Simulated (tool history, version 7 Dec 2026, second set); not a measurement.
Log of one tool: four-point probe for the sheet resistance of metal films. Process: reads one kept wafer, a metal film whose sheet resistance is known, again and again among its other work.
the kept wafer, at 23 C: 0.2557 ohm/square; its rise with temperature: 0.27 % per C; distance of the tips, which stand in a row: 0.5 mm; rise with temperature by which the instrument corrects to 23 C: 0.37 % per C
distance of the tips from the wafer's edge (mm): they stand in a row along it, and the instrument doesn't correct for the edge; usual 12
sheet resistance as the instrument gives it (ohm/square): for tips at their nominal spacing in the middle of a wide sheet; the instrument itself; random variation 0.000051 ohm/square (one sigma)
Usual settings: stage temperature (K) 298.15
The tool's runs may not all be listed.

run    hour  stage temperature (K)  distance of the tips from the wafer's edge (mm)  sheet resistance as the instrument gives it (ohm/square)
  1       0                 298.15                                               12                                                  0.258286
  2      41                 298.15                                               12                                                  0.258398
  3    81.1                 298.15                                               12                                                  0.258411
  4   133.8                 298.15                                               12                                                  0.258525
  5   172.2                 298.15                                               12                                                  0.258607
  6   227.6                 298.15                                               12                                                  0.258669
  7   311.2                 298.15                                               12                                                  0.258725
  8   371.1                 298.15                                               12                                                  0.258895
  9     423                 298.15                                               12                                                   0.25892
 10   500.6                 292.15                                               12                                                  0.260493
 11   577.8                 306.15                                               12                                                  0.257062
 12   627.7                 298.15                                               12                                                  0.259159
 13   699.6                 298.15                                               12                                                  0.259149
 14   766.5                 298.15                                                3                                                  0.262882
 15   812.7                 298.15                                                4                                                  0.261309
 16   881.5                 297.15                                                4                                                  0.261589
 17   951.9                 297.15                                                4                                                  0.261614
 18   991.3                 297.15                                                4                                                  0.261687
 19  1046.9                 298.15                                                8                                                   0.25982
     1083.4  -- stage's thermometer calibrated
 20  1094.9                 298.15                                                8                                                  0.259713
 21  1149.3                 298.15                                               36                                                   0.25923
 22  1213.5                 299.15                                               12                                                  0.259313
 23  1258.7                 299.15                                               12                                                  0.259231
 24  1324.6                 302.15                                               12                                                  0.258675
 25  1386.5                 298.15                                               22                                                  0.259522
 26  1429.6                 298.15                                               22                                                  0.259677
 27  1511.2                 297.15                                               53                                                  0.259953
 28  1567.6                 298.15                                                7                                                  0.260467
 29  1609.2                 292.15                                               20                                                  0.261474
     1678.1  -- new probe head fitted
 30  1691.6                 292.15                                               20                                                  0.257039
 31  1765.5                 292.15                                               20                                                  0.257037
 32  1827.9                 297.15                                               32                                                   0.25597
 33  1900.9                 297.15                                               32                                                   0.25588
 34  1974.7                 292.15                                               70                                                  0.257235
 35  2013.7                 292.15                                               70                                                  0.257289
 36  2080.2                 306.15                                               36                                                  0.253872
 37  2125.3                 296.15                                                7                                                  0.257024
 38  2164.4                 299.15                                                4                                                  0.257914
 39  2234.6                 299.15                                                4                                                  0.258005
 40  2320.9                 296.15                                                5                                                  0.257943
 41  2385.1                 305.15                                                5                                                  0.255877
 42  2456.6                 305.15                                                5                                                  0.255898
 43  2503.4                 305.15                                               68                                                  0.254612
 44  2562.4                 303.15                                                4                                                  0.257273
 45    2599                 300.15                                               29                                                  0.256017

Forecast each of these 4 alternatives for the next run:
  A  2669.6                 307.15                                               29                                                         ?
  B  2669.6                 294.15                                               47                                                         ?
  C  2669.6                 297.15                                               16                                                         ?
  D  2669.6                 300.15                                               49                                                         ?

run  sheet resistance as the instrument gives it (ohm/square)
  A                                                  0.254363
  B                                                  0.257539
  C                                                  0.256979
  D                                                  0.256005
Without the tool's hidden state the same runs would have given:
run  sheet resistance as the instrument gives it (ohm/square)
  A                                                  0.253068
  B                                                  0.256225
  C                                                  0.255669
  D                                                    0.2547

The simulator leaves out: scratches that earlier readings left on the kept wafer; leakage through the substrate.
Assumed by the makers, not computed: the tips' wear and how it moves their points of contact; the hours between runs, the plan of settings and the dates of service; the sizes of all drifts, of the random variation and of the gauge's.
